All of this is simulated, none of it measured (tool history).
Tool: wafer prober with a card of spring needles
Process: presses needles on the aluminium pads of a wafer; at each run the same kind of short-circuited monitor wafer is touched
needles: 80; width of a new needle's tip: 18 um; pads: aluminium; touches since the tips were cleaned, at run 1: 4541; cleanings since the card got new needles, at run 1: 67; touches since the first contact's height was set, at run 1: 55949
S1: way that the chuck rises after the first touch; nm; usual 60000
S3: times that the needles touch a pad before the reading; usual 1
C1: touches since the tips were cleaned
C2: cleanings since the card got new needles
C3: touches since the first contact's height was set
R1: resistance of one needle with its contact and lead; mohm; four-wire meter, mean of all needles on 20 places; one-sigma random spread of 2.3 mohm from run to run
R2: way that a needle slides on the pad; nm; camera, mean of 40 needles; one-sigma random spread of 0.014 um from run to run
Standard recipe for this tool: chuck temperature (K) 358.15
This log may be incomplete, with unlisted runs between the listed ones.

Run 1, hour 0: usual settings; C1 4541; C2 67; C3 55949. Result: R1 267 mohm, R2 9630 nm.
At hour 14.5: tips cleaned on abrasive film.
Run 2, hour 25.3: usual settings; C1 3761; C2 68; C3 64721. Result: R1 264 mohm, R2 9660 nm.
At hour 38.5: tips cleaned on abrasive film.
Run 3, hour 57.5: usual settings but S1 65000 nm; C1 6600; C2 69; C3 75876. Result: R1 266 mohm, R2 10470 nm.
At hour 65.7: tips cleaned on abrasive film.
Run 4, hour 83.4: usual settings but S1 65000 nm; C1 6157; C2 70; C3 84842. Result: R1 266 mohm, R2 10470 nm.
At hour 89.9: tips cleaned on abrasive film.
Run 5, hour 106: usual settings but S1 65000 nm; C1 5596; C2 71; C3 92642. Result: R1 262 mohm, R2 10460 nm.
At hour 116.6: tips cleaned on abrasive film.
Run 6, hour 139: usual settings but S1 65000 nm; C1 7767; C2 72; C3 104085. Result: R1 262 mohm, R2 10470 nm.
At hour 142: tips cleaned on abrasive film.
At hour 168: tips cleaned on abrasive film.
Run 7, hour 168: usual settings but S1 65000 nm; C1 0; C2 74; C3 114107. Result: R1 260 mohm, R2 10450 nm.
At hour 184.9: height of the first contact set anew.
At hour 193.6: tips cleaned on abrasive film.
Run 8, hour 200: usual settings; C1 2213; C2 75; C3 5216. Result: R1 266 mohm, R2 9700 nm.
At hour 218.4: tips cleaned on abrasive film.
Run 9, hour 223.8: usual settings; C1 1862; C2 76; C3 13441. Result: R1 263 mohm, R2 9700 nm.
At hour 243.1: tips cleaned on abrasive film.
Run 10, hour 255.3: usual settings but S1 79000 nm; C1 4258; C2 77; C3 24370. Result: R1 256 mohm, R2 12750 nm.
At hour 268.5: tips cleaned on abrasive film.
Run 11, hour 285.9: usual settings but S1 79000 nm; C1 6034; C2 78; C3 34971. Result: R1 261 mohm, R2 12790 nm.
At hour 293.5: tips cleaned on abrasive film.
Run 12, hour 307.9: usual settings but S1 79000 nm; C1 4992; C2 79; C3 42566. Result: R1 263 mohm, R2 12730 nm.
At hour 320.2: tips cleaned on abrasive film.
At hour 346.6: tips cleaned on abrasive film.
Run 13, hour 356.3: usual settings; C1 3366; C2 81; C3 59335. Result: R1 266 mohm, R2 9710 nm.
At hour 373.9: tips cleaned on abrasive film.
At hour 398.3: tips cleaned on abrasive film.
Run 14, hour 400.4: usual settings; C1 729; C2 83; C3 74594. Result: R1 266 mohm, R2 9730 nm.
At hour 424.3: tips cleaned on abrasive film.
Run 15, hour 433.7: usual settings; C1 3255; C2 84; C3 86136. Result: R1 265 mohm, R2 9700 nm.
At hour 451: tips cleaned on abrasive film.
At hour 476.1: tips cleaned on abrasive film.
Run 16, hour 479.8: usual settings but S3 2; C1 1293; C2 86; C3 102078. Result: R1 263 mohm, R2 9730 nm.
At hour 501.8: tips cleaned on abrasive film.
Run 17, hour 518.2: usual settings but S1 76000 nm, S3 2; C1 5673; C2 87; C3 115388. Result: R1 260 mohm, R2 12300 nm.
At hour 526.2: tips cleaned on abrasive film.
At hour 531.2: height of the first contact set anew.
At hour 552.1: tips cleaned on abrasive film.
Run 18, hour 571: usual settings but S1 47000 nm, chuck temperature (K) 320.15; C1 6576; C2 89; C3 13802. Result: R1 256 mohm, R2 7620 nm.
At hour 576.1: tips cleaned on abrasive film.
At hour 602: tips cleaned on abrasive film.
Run 19, hour 625.1: usual settings but S1 53000 nm, S3 2; C1 8053; C2 91; C3 32547. Result: R1 268 mohm, R2 8570 nm.
At hour 628.5: tips cleaned on abrasive film.
Run 20, hour 647.1: usual settings but S1 53000 nm, S3 2; C1 6439; C2 92; C3 40141. Result: R1 267 mohm, R2 8590 nm.
At hour 653: tips cleaned on abrasive film.
At hour 677.8: tips cleaned on abrasive film.
Run 21, hour 677.8: usual settings but S1 53000 nm, S3 2; C1 0; C2 94; C3 50747. Result: R1 265 mohm, R2 8600 nm.
At hour 702.7: tips cleaned on abrasive film.
Run 22, hour 703.4: usual settings but S1 46000 nm, chuck temperature (K) 307.15, S3 3; C1 239; C2 95; C3 59621. Result: R1 253 mohm, R2 7500 nm.
At hour 726.7: tips cleaned on abrasive film.
Run 23, hour 748.2: usual settings but S1 46000 nm, chuck temperature (K) 307.15, S3 3; C1 7471; C2 96; C3 75143. Result: R1 257 mohm, R2 7480 nm.
At hour 751: tips cleaned on abrasive film.
At hour 776.5: tips cleaned on abrasive film.
Run 24, hour 785.4: usual settings but S1 46000 nm, chuck temperature (K) 307.15, S3 3; C1 3118; C2 98; C3 88025. Result: R1 252 mohm, R2 7490 nm.
At hour 803.3: tips cleaned on abrasive film.
Run 25, hour 826.2: usual settings but S1 46000 nm, chuck temperature (K) 307.15, S3 3; C1 7979; C2 99; C3 102168. Result: R1 255 mohm, R2 7490 nm.
At hour 830.6: tips cleaned on abrasive film.
At hour 855.5: tips cleaned on abrasive film.
Run 26, hour 862.4: usual settings but S1 46000 nm, chuck temperature (K) 307.15, S3 3; C1 2389; C2 101; C3 114663. Result: R1 253 mohm, R2 7500 nm.
At hour 877.1: height of the first contact set anew.
At hour 881.6: tips cleaned on abrasive film.
Run 27, hour 895.9: usual settings but S1 44000 nm, chuck temperature (K) 343.15; C1 4979; C2 102; C3 6500. Result: R1 264 mohm, R2 7180 nm.
At hour 907.7: tips cleaned on abrasive film.
At hour 932.7: tips cleaned on abrasive film.
Run 28, hour 947.2: usual settings but S1 58000 nm; C1 5036; C2 104; C3 24251. Result: R1 266 mohm, R2 9450 nm.
At hour 959.2: tips cleaned on abrasive film.
At hour 985.6: tips cleaned on abrasive film.
Run 29, hour 997: usual settings but S1 41000 nm, chuck temperature (K) 352.15; C1 3939; C2 106; C3 41497. Result: R1 268 mohm, R2 6690 nm.
At hour 1012: tips cleaned on abrasive film.
Run 30, hour 1023.9: usual settings but chuck temperature (K) 308.15; C1 4142; C2 107; C3 50814. Result: R1 254 mohm, R2 9800 nm.
At hour 1038.2: tips cleaned on abrasive film.
At hour 1062.6: tips cleaned on abrasive film.
Run 31, hour 1062.6: usual settings but S1 62000 nm, chuck temperature (K) 343.15; C1 0; C2 109; C3 64200. Result: R1 258 mohm, R2 10120 nm.
At hour 1089.5: tips cleaned on abrasive film.
Run 32, hour 1091.5: usual settings but S1 50000 nm, chuck temperature (K) 317.15, S3 2; C1 684; C2 110; C3 74211. Result: R1 254 mohm, R2 8170 nm.

3 ways to go on from here, each from the tool as it stands after run 32. What would each give?
At hour 1115.7: tips cleaned on abrasive film.
Run A, hour 1115.7: usual settings but S1 79000 nm, chuck temperature (K) 385.15; C1 0; C2 111; C3 82583. Result: R1 ?, R2 ?.
At hour 1115.7: tips cleaned on abrasive film.
Run B, hour 1115.7: usual settings but S1 71000 nm; C1 0; C2 111; C3 82583. Result: R1 ?, R2 ?.
At hour 1115.7: tips cleaned on abrasive film.
Run C, hour 1115.7: usual settings but S1 73000 nm, chuck temperature (K) 318.15; C1 0; C2 111; C3 82583. Result: R1 ?, R2 ?.

run   R1     R2
  A  269  12920
  B  265  11630
  C  249  11930
Take away the tool's hidden state, keep each run's random variation, and the runs would have read:
run   R1     R2
  A  269  12710
  B  265  11430
  C  249  11730

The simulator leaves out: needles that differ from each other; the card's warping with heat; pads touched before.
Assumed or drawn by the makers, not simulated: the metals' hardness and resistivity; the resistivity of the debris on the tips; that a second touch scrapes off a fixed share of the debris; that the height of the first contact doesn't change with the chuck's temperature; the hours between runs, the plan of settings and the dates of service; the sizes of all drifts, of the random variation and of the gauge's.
